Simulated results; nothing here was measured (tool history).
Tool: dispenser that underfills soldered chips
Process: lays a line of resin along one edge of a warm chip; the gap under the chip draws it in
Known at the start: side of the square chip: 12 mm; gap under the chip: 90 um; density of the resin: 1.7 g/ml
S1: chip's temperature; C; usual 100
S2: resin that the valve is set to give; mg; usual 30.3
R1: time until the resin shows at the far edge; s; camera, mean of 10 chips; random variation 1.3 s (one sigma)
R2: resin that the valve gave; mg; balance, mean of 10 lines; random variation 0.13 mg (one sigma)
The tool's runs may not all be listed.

run,hour,S1,S2,R1,R2
1,0,100,30.3,131.4,29.52
2,7.4,94,30.3,200.8,29.35
3,12.8,94,30.3,229.9,29.16
# hour 17.8: new syringe of resin
4,18.3,94,30.3,161.4,29.15
5,22.2,100,30.3,141.3,29.08
6,29.5,100,30.3,165.2,29.1
# hour 36.3: new syringe of resin
7,37.1,100,26.4,134.7,25.14
# hour 43.6: dispensing valve cleaned and set on the balance
8,44.5,100,26.4,152.1,26.43
9,51.6,100,26.4,183.8,26.41
# hour 55.7: new syringe of resin
10,58.3,100,26.4,139.4,26.28
11,62.6,100,26.4,155.6,26.33
12,67.7,100,26.4,171.5,26.09
13,71.4,100,26.4,185,26.04
# hour 74.3: new syringe of resin
14,77.9,100,31.2,134.4,30.88
15,85.4,100,31.2,161.2,30.58
16,89.6,100,30.3,177.7,29.7
# hour 92.9: new syringe of resin
17,96.9,100,30.3,136.2,29.51
18,104.8,100,30.3,165.6,29.26
19,110.5,114,28.9,105.3,27.83
# hour 111.4: new syringe of resin
20,115.8,100,31,138.1,29.9
21,119.6,113,30.2,87.5,28.75
22,125,87,33,298.4,31.51
# hour 130.1: new syringe of resin
23,133.4,110,28,89.5,26.68
24,137.1,97,28.2,171.1,26.64
# hour 143.1: dispensing valve cleaned and set on the balance
25,143.1,97,28.2,187.9,28.07
# hour 149.5: new syringe of resin
26,149.5,93,28.3,171.4,28.09
27,156.3,107,37.8,103.1,37.73
28,162.9,107,37.8,121.4,37.55
# hour 168: new syringe of resin
29,168.4,107,37.8,87.8,36.94
30,172.2,107,37.8,97.4,37
31,177.8,90,34.4,235.7,33.85
32,184,88,30.3,311,29.67
# hour 186.7: new syringe of resin
33,191.2,88,30.3,243,29.53
34,196,108,27.2,114.3,26.55
35,201.6,94,39.4,220,37.9

Forecast each of these 5 alternatives for the next run:
# hour 205.6: new syringe of resin
A,207.1,91,39.4,?,?
# hour 205.6: new syringe of resin
B,207.1,102,26.7,?,?
# hour 205.6: new syringe of resin
C,207.1,93,30.3,?,?
# hour 205.6: new syringe of resin
D,207.1,100,29.2,?,?
# hour 205.6: new syringe of resin
E,207.1,101,33.6,?,?

run,R1,R2
A,187.7,37.99
B,123.2,25.7
C,175.3,29.11
D,129.2,28.12
E,120.3,32.45
Without the tool's hidden state the same runs would have given:
run,R1,R2
A,191,39.37
B,123.4,26.63
C,177,30.17
D,130,29.14
E,121.6,33.63

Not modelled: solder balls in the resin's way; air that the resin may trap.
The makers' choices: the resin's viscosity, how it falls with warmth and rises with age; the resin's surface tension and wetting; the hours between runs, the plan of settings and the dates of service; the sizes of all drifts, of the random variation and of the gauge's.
